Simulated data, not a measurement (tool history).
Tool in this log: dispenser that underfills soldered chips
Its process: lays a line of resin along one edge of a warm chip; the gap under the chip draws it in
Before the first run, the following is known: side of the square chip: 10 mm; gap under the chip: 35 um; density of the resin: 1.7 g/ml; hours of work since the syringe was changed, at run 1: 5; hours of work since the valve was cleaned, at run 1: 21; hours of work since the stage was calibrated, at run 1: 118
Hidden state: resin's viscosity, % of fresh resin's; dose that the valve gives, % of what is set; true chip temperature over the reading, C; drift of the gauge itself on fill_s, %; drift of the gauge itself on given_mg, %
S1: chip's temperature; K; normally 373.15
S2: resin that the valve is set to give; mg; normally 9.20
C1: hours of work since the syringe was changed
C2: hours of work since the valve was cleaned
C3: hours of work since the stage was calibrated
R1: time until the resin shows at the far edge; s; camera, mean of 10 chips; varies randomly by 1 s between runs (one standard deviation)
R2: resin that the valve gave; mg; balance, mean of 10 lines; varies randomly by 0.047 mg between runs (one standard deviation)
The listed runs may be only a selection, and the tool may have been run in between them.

run	hour	S1	S2	C1	C2	C3	R1	R2
1	0.0	373.15	9.20	5	21	118	137.1	9.03
2	4.7	373.15	9.20	8	24	120	166.8	9.09
# hour 6.8: new syringe of resin
3	9.3	373.15	9.20	1	27	123	111.6	9.18
4	15.5	373.15	9.20	5	30	127	138.4	9.14
5	20.3	373.15	9.20	8	33	130	166.0	9.11
# hour 22.4: new syringe of resin
6	25.7	383.15	9.20	2	36	133	75.5	9.03
7	32.2	383.15	9.20	6	40	137	96.6	9.11
8	36.5	383.15	9.20	8	43	139	109.7	9.13
# hour 38.3: new syringe of resin
9	41.9	383.15	9.20	2	46	142	75.8	9.02
10	47.1	372.15	9.20	5	49	145	143.7	9.00
11	52.5	373.15	9.97	9	52	149	168.2	9.80
# hour 53.8: new syringe of resin
12	57.0	373.15	9.97	2	55	151	113.0	9.72
13	62.7	373.15	9.97	5	58	155	138.3	9.76
14	68.0	373.15	9.97	9	61	158	166.2	9.82
# hour 69.3: new syringe of resin
15	74.3	363.15	9.20	3	65	161	185.6	8.94
16	79.9	363.15	9.20	6	68	165	225.4	9.00
# hour 84.9: new syringe of resin
17	85.2	363.15	11.06	0	71	168	154.3	10.74
18	92.0	373.15	9.20	4	75	172	133.8	8.94
19	98.3	382.15	10.40	8	79	176	114.3	10.04
# hour 100.5: new syringe of resin
20	104.7	363.15	9.03	3	83	179	185.9	8.77
21	109.8	363.15	10.85	6	86	182	210.4	10.49
22	113.2	374.15	7.97	8	88	184	160.1	7.79
# hour 116.0: new syringe of resin
23	117.7	374.15	7.97	1	91	187	111.3	7.71
24	121.5	367.15	10.40	3	93	189	162.0	9.98
25	127.2	374.15	10.40	7	96	193	144.2	10.02
26	130.8	371.15	9.78	9	98	195	188.8	9.42
# hour 131.7: new syringe of resin
27	136.0	371.15	9.78	3	101	198	132.3	9.42
28	141.3	363.15	11.59	6	105	201	220.2	11.06
# hour 147.3: new syringe of resin
29	147.4	373.15	10.00	0	108	204	103.4	9.55
30	150.4	381.15	10.42	2	110	206	83.8	9.88
31	154.7	381.15	10.42	4	112	209	97.5	10.05
32	158.2	381.15	10.42	7	115	211	110.3	9.91
# hour 161.3: dispensing valve cleaned and set on the balance
# hour 163.7: new syringe of resin
33	164.9	385.15	10.90	1	2	214	65.6	11.01
34	170.8	379.15	8.55	4	5	218	106.1	8.48
35	173.7	379.15	8.55	6	7	219	117.2	8.48
36	178.0	365.15	10.08	9	10	222	243.3	10.04

Predict each of these 3 candidate next runs independently; none follows another, all start after run 36:
# hour 179.4: new syringe of resin
A	183.7	375.15	9.87	3	13	225	?	?
# hour 179.4: new syringe of resin
B	183.7	362.15	10.63	3	13	225	?	?
# hour 179.4: new syringe of resin
C	183.7	376.15	9.53	3	13	225	?	?

run	R1	R2
A	110.5	9.94
B	188.5	10.57
C	106.5	9.56
What these runs would have given with no unlogged condition in the tool:
run	R1	R2
A	90.6	10.00
B	154.0	10.63
C	87.2	9.62
